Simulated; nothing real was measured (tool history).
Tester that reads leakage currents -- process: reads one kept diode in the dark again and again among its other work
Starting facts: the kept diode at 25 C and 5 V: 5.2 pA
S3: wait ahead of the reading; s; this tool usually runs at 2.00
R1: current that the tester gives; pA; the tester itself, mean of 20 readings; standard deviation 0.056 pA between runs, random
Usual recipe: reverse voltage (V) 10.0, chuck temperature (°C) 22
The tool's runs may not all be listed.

run 1 day=0.000 | reverse_voltage_(V)=10.0 chuck_temperature_(°C)=22 S3=2.00 | R1=8.19
run 2 day=1.250 | reverse_voltage_(V)=2.9 chuck_temperature_(°C)=22 S3=2.00 | R1=3.65
run 3 day=2.254 | reverse_voltage_(V)=2.9 chuck_temperature_(°C)=22 S3=2.00 | R1=3.74
run 4 day=3.179 | reverse_voltage_(V)=2.9 chuck_temperature_(°C)=22 S3=2.00 | R1=3.65
run 5 day=4.004 | reverse_voltage_(V)=2.9 chuck_temperature_(°C)=22 S3=2.00 | R1=3.66
run 6 day=5.267 | reverse_voltage_(V)=10.0 chuck_temperature_(°C)=22 S3=2.00 | R1=8.26
run 7 day=6.033 | reverse_voltage_(V)=10.0 chuck_temperature_(°C)=22 S3=2.00 | R1=8.18
run 8 day=6.746 | reverse_voltage_(V)=10.0 chuck_temperature_(°C)=60 S3=2.00 | R1=84.21
run 9 day=7.612 | reverse_voltage_(V)=10.0 chuck_temperature_(°C)=60 S3=2.00 | R1=84.54
run 10 day=8.754 | reverse_voltage_(V)=10.0 chuck_temperature_(°C)=22 S3=2.16 | R1=7.94
run 11 day=10.038 | reverse_voltage_(V)=1.6 chuck_temperature_(°C)=39 S3=2.16 | R1=7.93
run 12 day=11.150 | reverse_voltage_(V)=1.6 chuck_temperature_(°C)=39 S3=2.16 | R1=7.92
run 13 day=11.921 | reverse_voltage_(V)=10.0 chuck_temperature_(°C)=40 S3=2.00 | R1=24.79
run 14 day=12.917 | reverse_voltage_(V)=10.0 chuck_temperature_(°C)=40 S3=2.00 | R1=24.57
run 15 day=13.879 | reverse_voltage_(V)=15.0 chuck_temperature_(°C)=30 S3=2.00 | R1=17.05
run 16 day=14.575 | reverse_voltage_(V)=2.5 chuck_temperature_(°C)=27 S3=7.59 | R1=4.43
run 17 day=15.729 | reverse_voltage_(V)=2.5 chuck_temperature_(°C)=27 S3=7.59 | R1=4.18

What if the next run were any one of these 4? Each begins from the tool's condition after run 17:
run A day=16.554 | reverse_voltage_(V)=2.5 chuck_temperature_(°C)=60 S3=1.49 | R1=?
run B day=16.554 | reverse_voltage_(V)=3.9 chuck_temperature_(°C)=27 S3=7.59 | R1=?
run C day=16.554 | reverse_voltage_(V)=10.1 chuck_temperature_(°C)=38 S3=2.00 | R1=?
run D day=16.554 | reverse_voltage_(V)=5.1 chuck_temperature_(°C)=40 S3=1.09 | R1=?

run=A R1=38.93
run=B R1=5.56
run=C R1=22.02
run=D R1=17.37
What these runs would have given with no unlogged condition in the tool:
run=A R1=38.91
run=B R1=5.56
run=C R1=22.00
run=D R1=17.35
